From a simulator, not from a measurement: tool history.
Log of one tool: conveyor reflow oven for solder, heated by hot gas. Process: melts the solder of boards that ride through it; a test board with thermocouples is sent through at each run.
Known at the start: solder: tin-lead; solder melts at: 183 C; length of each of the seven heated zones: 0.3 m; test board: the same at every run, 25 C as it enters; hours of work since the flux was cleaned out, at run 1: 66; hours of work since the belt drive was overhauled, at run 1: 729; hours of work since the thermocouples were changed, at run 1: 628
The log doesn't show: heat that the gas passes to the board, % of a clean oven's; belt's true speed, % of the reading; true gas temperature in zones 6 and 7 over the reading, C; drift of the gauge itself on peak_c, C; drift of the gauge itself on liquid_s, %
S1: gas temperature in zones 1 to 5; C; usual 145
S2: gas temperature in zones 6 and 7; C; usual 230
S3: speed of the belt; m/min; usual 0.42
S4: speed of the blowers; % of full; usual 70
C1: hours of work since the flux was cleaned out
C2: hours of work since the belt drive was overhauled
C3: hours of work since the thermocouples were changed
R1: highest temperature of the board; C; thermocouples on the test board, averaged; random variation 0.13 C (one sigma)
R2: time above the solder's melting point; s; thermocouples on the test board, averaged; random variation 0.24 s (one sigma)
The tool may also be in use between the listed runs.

{"run": 1, "hour": 0.0, "S1": 145, "S2": 230, "S3": 0.42, "S4": 70, "C1": 66, "C2": 729, "C3": 628, "R1": 216.7, "R2": 68}
{"run": 2, "hour": 24.7, "S1": 145, "S2": 230, "S3": 0.42, "S4": 70, "C1": 79, "C2": 742, "C3": 641, "R1": 216.7, "R2": 68}
{"run": 3, "hour": 58.2, "S1": 145, "S2": 230, "S3": 0.42, "S4": 70, "C1": 97, "C2": 759, "C3": 658, "R1": 216.8, "R2": 67.9}
{"run": 4, "hour": 83.8, "S1": 145, "S2": 239, "S3": 0.42, "S4": 70, "C1": 110, "C2": 773, "C3": 672, "R1": 224.6, "R2": 74}
{"hour": 104.8, "done": "thermocouples of zones 6 and 7 changed"}
{"run": 5, "hour": 112.3, "S1": 133, "S2": 230, "S3": 0.42, "S4": 70, "C1": 124, "C2": 787, "C3": 4, "R1": 213.7, "R2": 59.5}
{"run": 6, "hour": 137.3, "S1": 145, "S2": 230, "S3": 0.42, "S4": 70, "C1": 137, "C2": 800, "C3": 17, "R1": 215.7, "R2": 67.2}
{"run": 7, "hour": 153.0, "S1": 145, "S2": 230, "S3": 0.42, "S4": 70, "C1": 146, "C2": 808, "C3": 25, "R1": 215.5, "R2": 67.4}
{"run": 8, "hour": 174.6, "S1": 145, "S2": 222, "S3": 0.42, "S4": 70, "C1": 157, "C2": 819, "C3": 37, "R1": 208.9, "R2": 60.5}
{"run": 9, "hour": 193.9, "S1": 145, "S2": 222, "S3": 0.42, "S4": 70, "C1": 167, "C2": 830, "C3": 47, "R1": 208.6, "R2": 60.3}
{"run": 10, "hour": 218.7, "S1": 145, "S2": 238, "S3": 0.42, "S4": 70, "C1": 180, "C2": 843, "C3": 60, "R1": 222.5, "R2": 72.6}
{"run": 11, "hour": 247.1, "S1": 145, "S2": 238, "S3": 0.42, "S4": 70, "C1": 195, "C2": 857, "C3": 75, "R1": 222.4, "R2": 72.7}
{"run": 12, "hour": 280.9, "S1": 145, "S2": 238, "S3": 0.42, "S4": 70, "C1": 213, "C2": 875, "C3": 93, "R1": 222.5, "R2": 72.6}
{"run": 13, "hour": 313.6, "S1": 145, "S2": 238, "S3": 0.42, "S4": 70, "C1": 230, "C2": 892, "C3": 110, "R1": 222.5, "R2": 73.1}
{"hour": 320.6, "done": "belt drive overhauled, speed set with a stopwatch"}
{"run": 14, "hour": 350.2, "S1": 145, "S2": 236, "S3": 0.42, "S4": 70, "C1": 247, "C2": 16, "C3": 127, "R1": 220.9, "R2": 72}
{"run": 15, "hour": 376.6, "S1": 145, "S2": 236, "S3": 0.42, "S4": 70, "C1": 261, "C2": 29, "C3": 141, "R1": 220.8, "R2": 71.5}
{"run": 16, "hour": 415.0, "S1": 156, "S2": 236, "S3": 0.42, "S4": 62, "C1": 281, "C2": 50, "C3": 161, "R1": 221.7, "R2": 78}
{"hour": 450.2, "done": "belt drive overhauled, speed set with a stopwatch, once more"}
{"run": 17, "hour": 450.4, "S1": 133, "S2": 236, "S3": 0.398, "S4": 72, "C1": 298, "C2": 0, "C3": 177, "R1": 219.8, "R2": 68.3}
{"run": 18, "hour": 478.3, "S1": 145, "S2": 230, "S3": 0.425, "S4": 70, "C1": 312, "C2": 15, "C3": 192, "R1": 214.6, "R2": 64}
{"run": 19, "hour": 507.9, "S1": 151, "S2": 237, "S3": 0.392, "S4": 59, "C1": 328, "C2": 30, "C3": 208, "R1": 222.2, "R2": 79.1}
{"run": 20, "hour": 529.0, "S1": 145, "S2": 239, "S3": 0.392, "S4": 59, "C1": 339, "C2": 41, "C3": 219, "R1": 223, "R2": 76.7}
{"run": 21, "hour": 560.6, "S1": 157, "S2": 239, "S3": 0.418, "S4": 59, "C1": 355, "C2": 58, "C3": 235, "R1": 223.5, "R2": 77.8}
{"run": 22, "hour": 581.6, "S1": 153, "S2": 237, "S3": 0.46, "S4": 59, "C1": 367, "C2": 69, "C3": 246, "R1": 217.8, "R2": 64.1}
{"run": 23, "hour": 614.6, "S1": 153, "S2": 237, "S3": 0.46, "S4": 59, "C1": 384, "C2": 86, "C3": 264, "R1": 217.5, "R2": 64.3}
{"run": 24, "hour": 650.2, "S1": 160, "S2": 238, "S3": 0.394, "S4": 64, "C1": 403, "C2": 105, "C3": 282, "R1": 225.5, "R2": 85.7}
{"run": 25, "hour": 683.9, "S1": 160, "S2": 238, "S3": 0.394, "S4": 64, "C1": 420, "C2": 123, "C3": 300, "R1": 225.3, "R2": 86.1}
{"run": 26, "hour": 705.8, "S1": 143, "S2": 236, "S3": 0.452, "S4": 84, "C1": 432, "C2": 134, "C3": 312, "R1": 219.3, "R2": 62.9}
{"run": 27, "hour": 732.0, "S1": 143, "S2": 236, "S3": 0.452, "S4": 84, "C1": 446, "C2": 148, "C3": 325, "R1": 219.1, "R2": 62.8}
{"run": 28, "hour": 761.9, "S1": 147, "S2": 226, "S3": 0.408, "S4": 59, "C1": 461, "C2": 164, "C3": 341, "R1": 211, "R2": 64.3}
{"run": 29, "hour": 780.5, "S1": 147, "S2": 238, "S3": 0.408, "S4": 59, "C1": 471, "C2": 174, "C3": 351, "R1": 221, "R2": 73.3}
{"hour": 806.3, "done": "flux residue cleaned out of gas plates and filters"}
{"run": 30, "hour": 812.7, "S1": 147, "S2": 238, "S3": 0.408, "S4": 59, "C1": 3, "C2": 188, "C3": 365, "R1": 222.8, "R2": 75.2}

Forecast each of these 5 alternatives for the next run:
{"run": "A", "hour": 849.6, "S1": 144, "S2": 230, "S3": 0.42, "S4": 70, "C1": 23, "C2": 207, "C3": 385, "R1": "?", "R2": "?"}
{"run": "B", "hour": 849.6, "S1": 143, "S2": 233, "S3": 0.387, "S4": 70, "C1": 23, "C2": 207, "C3": 385, "R1": "?", "R2": "?"}
{"run": "C", "hour": 849.6, "S1": 147, "S2": 238, "S3": 0.362, "S4": 74, "C1": 23, "C2": 207, "C3": 385, "R1": "?", "R2": "?"}
{"run": "D", "hour": 849.6, "S1": 145, "S2": 220, "S3": 0.42, "S4": 70, "C1": 23, "C2": 207, "C3": 385, "R1": "?", "R2": "?"}
{"run": "E", "hour": 849.6, "S1": 143, "S2": 220, "S3": 0.42, "S4": 59, "C1": 23, "C2": 207, "C3": 385, "R1": "?", "R2": "?"}

run=A R1=216 R2=66.4
run=B R1=220.8 R2=76.1
run=C R1=228.2 R2=89.1
run=D R1=207.5 R2=58.7
run=E R1=205.5 R2=54.7
Without the tool's hidden state the same runs would have given:
run=A R1=215.5 R2=65.6
run=B R1=220.3 R2=75.3
run=C R1=227.7 R2=88.3
run=D R1=207 R2=57.8
run=E R1=205 R2=53.7
